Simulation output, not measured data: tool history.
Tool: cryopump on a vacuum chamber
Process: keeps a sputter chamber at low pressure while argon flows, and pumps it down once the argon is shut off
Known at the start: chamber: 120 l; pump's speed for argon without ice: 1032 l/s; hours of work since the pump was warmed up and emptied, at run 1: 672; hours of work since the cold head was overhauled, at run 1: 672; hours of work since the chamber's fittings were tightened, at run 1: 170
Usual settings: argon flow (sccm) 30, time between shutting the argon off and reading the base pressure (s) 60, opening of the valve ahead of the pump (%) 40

run	hour	argon flow (sccm)	time between shutting the argon off and reading the base pressure (s)	opening of the valve ahead of the pump (%)	hours of work since the pump was warmed up and emptied	hours of work since the cold head was overhauled	hours of work since the chamber's fittings were tightened	pressure while argon flows (Pa)	pressure after the wait (uPa)
1	0.0	30	60	40	672	672	170	0.1347	2.53
2	25.8	30	60	40	695	695	192	0.1357	2.52
3	40.8	30	60	40	708	708	206	0.1352	2.58
4	62.2	30	60	40	726	726	224	0.1361	2.59
5	90.9	30	20	40	752	752	249	0.1365	6.75
6	119.2	30	60	40	776	776	274	0.1370	2.62
7	140.5	30	60	40	795	795	293	0.1367	2.60
8	158.9	30	60	40	811	811	309	0.1377	2.59
9	178.3	30	60	40	828	828	326	0.1382	2.65
10	205.0	19	60	40	851	851	349	0.0887	2.70
11	217.1	30	60	40	862	862	360	0.1382	2.60
12	241.7	30	60	40	884	884	381	0.1411	2.65
13	258.7	30	60	40	898	898	396	0.1395	2.69
14	282.5	49	60	40	919	919	417	0.2306	2.70
15	308.2	49	60	40	942	942	440	0.2318	2.64
16	326.4	49	60	40	958	958	456	0.2329	2.78
17	349.8	49	60	40	978	978	476	0.2306	2.68
18	377.1	49	60	40	1002	1002	500	0.2340	2.71
19	403.0	14	71	36	1025	1025	523	0.0738	2.49
20	421.0	30	112	34	1041	1041	538	0.1659	1.76
21	442.0	12	112	39	1059	1059	557	0.0589	1.76
22	454.6	13	91	23	1070	1070	568	0.1012	2.04
23	468.6	44	167	27	1082	1082	580	0.2999	1.39
24	480.6	59	167	22	1093	1093	591	0.4815	1.42
25	501.1	59	167	22	1111	1111	609	0.4816	1.46
# hour 508.7: pump warmed up, emptied and cooled again
26	525.9	59	167	22	15	1128	626	0.4419	1.18
27	544.5	30	60	56	31	1144	642	0.0891	2.61
28	570.0	29	60	56	54	1167	664	0.0872	2.59
29	591.9	59	108	56	73	1186	684	0.1762	1.68
30	615.4	30	60	28	93	1206	704	0.1760	2.57
31	638.9	30	130	19	114	1227	725	0.2606	1.48
32	662.4	15	82	40	135	1247	745	0.0637	2.02
33	678.2	12	82	39	148	1261	759	0.0512	2.05

Forecast each of these 5 alternatives for the next run:
A	691.8	36	32	45	160	1273	771	?	?
B	691.8	60	60	19	160	1273	771	?	?
C	691.8	30	137	16	160	1273	771	?	?
D	691.8	46	79	52	160	1273	771	?	?
E	691.8	12	263	39	160	1273	771	?	?

run	pressure while argon flows (Pa)	pressure after the wait (uPa)
A	0.1344	4.45
B	0.5248	2.62
C	0.3099	1.42
D	0.1508	2.08
E	0.0515	0.97
Without the tool's hidden state the same runs would have given:
run	pressure while argon flows (Pa)	pressure after the wait (uPa)
A	0.1305	4.25
B	0.5183	2.42
C	0.3067	1.21
D	0.1458	1.88
E	0.0502	0.76
